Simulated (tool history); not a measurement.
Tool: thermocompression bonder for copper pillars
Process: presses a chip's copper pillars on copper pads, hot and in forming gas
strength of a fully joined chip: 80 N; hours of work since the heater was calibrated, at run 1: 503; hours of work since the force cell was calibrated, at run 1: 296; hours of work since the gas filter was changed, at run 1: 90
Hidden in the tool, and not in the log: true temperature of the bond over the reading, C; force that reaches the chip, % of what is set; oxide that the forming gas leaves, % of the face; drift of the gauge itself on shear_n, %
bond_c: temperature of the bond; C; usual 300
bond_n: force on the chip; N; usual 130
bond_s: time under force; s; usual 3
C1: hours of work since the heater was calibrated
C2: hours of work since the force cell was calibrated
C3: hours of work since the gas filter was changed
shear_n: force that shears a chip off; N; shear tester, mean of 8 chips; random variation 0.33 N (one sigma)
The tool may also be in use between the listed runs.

Run 1, hour 0: usual settings; C1 503; C2 296; C3 90. Result: shear_n 40.7 N.
Run 2, hour 16.6: usual settings; C1 514; C2 307; C3 101. Result: shear_n 40.9 N.
Run 3, hour 26.5: usual settings; C1 520; C2 313; C3 107. Result: shear_n 40.1 N.
Run 4, hour 40.9: usual settings; C1 529; C2 322; C3 117. Result: shear_n 40.9 N.
Run 5, hour 49.4: usual settings but bond_c 279 C; C1 535; C2 328; C3 122. Result: shear_n 33.6 N.
Run 6, hour 56.7: usual settings but bond_c 279 C; C1 540; C2 333; C3 127. Result: shear_n 34.5 N.
At hour 59.5: heater calibrated with a thermocouple chip.
Run 7, hour 66.9: usual settings; C1 5; C2 338; C3 132. Result: shear_n 40.1 N.
Run 8, hour 79.2: usual settings; C1 13; C2 346; C3 140. Result: shear_n 40.3 N.
Run 9, hour 92.9: usual settings; C1 22; C2 355; C3 149. Result: shear_n 40.6 N.
Run 10, hour 105.5: usual settings; C1 30; C2 363; C3 157. Result: shear_n 40.2 N.
Run 11, hour 114.9: usual settings; C1 36; C2 369; C3 164. Result: shear_n 39.2 N.
Run 12, hour 122.5: usual settings but bond_n 99 N, bond_s 6 s; C1 41; C2 374; C3 168. Result: shear_n 41.8 N.
At hour 138.9: heater calibrated with a thermocouple chip, once more.
Run 13, hour 139.9: usual settings but bond_n 99 N, bond_s 6 s; C1 1; C2 384; C3 178. Result: shear_n 43.6 N.
Run 14, hour 152.4: usual settings but bond_c 296 C, bond_n 175 N, bond_s 6 s; C1 9; C2 392; C3 187. Result: shear_n 59.1 N.
Run 15, hour 167.3: usual settings but bond_c 296 C, bond_n 149 N, bond_s 2 s; C1 18; C2 402; C3 196. Result: shear_n 38.3 N.
Run 16, hour 176.8: usual settings but bond_c 329 C, bond_n 149 N, bond_s 2 s; C1 25; C2 408; C3 202. Result: shear_n 47.8 N.
Run 17, hour 183.6: usual settings but bond_c 329 C, bond_n 149 N, bond_s 2 s; C1 29; C2 413; C3 207. Result: shear_n 48.4 N.
Run 18, hour 198.3: usual settings but bond_c 329 C, bond_n 149 N, bond_s 2 s; C1 39; C2 422; C3 216. Result: shear_n 47.8 N.
Run 19, hour 214.1: usual settings but bond_c 329 C, bond_n 149 N, bond_s 2 s; C1 49; C2 432; C3 227. Result: shear_n 47.8 N.
Run 20, hour 230: usual settings but bond_n 93 N; C1 59; C2 443; C3 237. Result: shear_n 31.7 N.
Run 21, hour 241.6: usual settings but bond_n 93 N; C1 67; C2 450; C3 244. Result: shear_n 31.7 N.

Forecast each of these 3 alternatives for the next run:
Run A, hour 249.3: usual settings but bond_c 328 C; C1 72; C2 455; C3 249. Result: shear_n ?.
Run B, hour 249.3: usual settings but bond_s 2 s; C1 72; C2 455; C3 249. Result: shear_n ?.
Run C, hour 249.3: usual settings but bond_c 304 C; C1 72; C2 455; C3 249. Result: shear_n ?.

run  shear_n
  A     49.1
  B     34.7
  C     42.4
Without the tool's hidden state the same runs would have given:
run  shear_n
  A     50.2
  B     35.5
  C     43.4
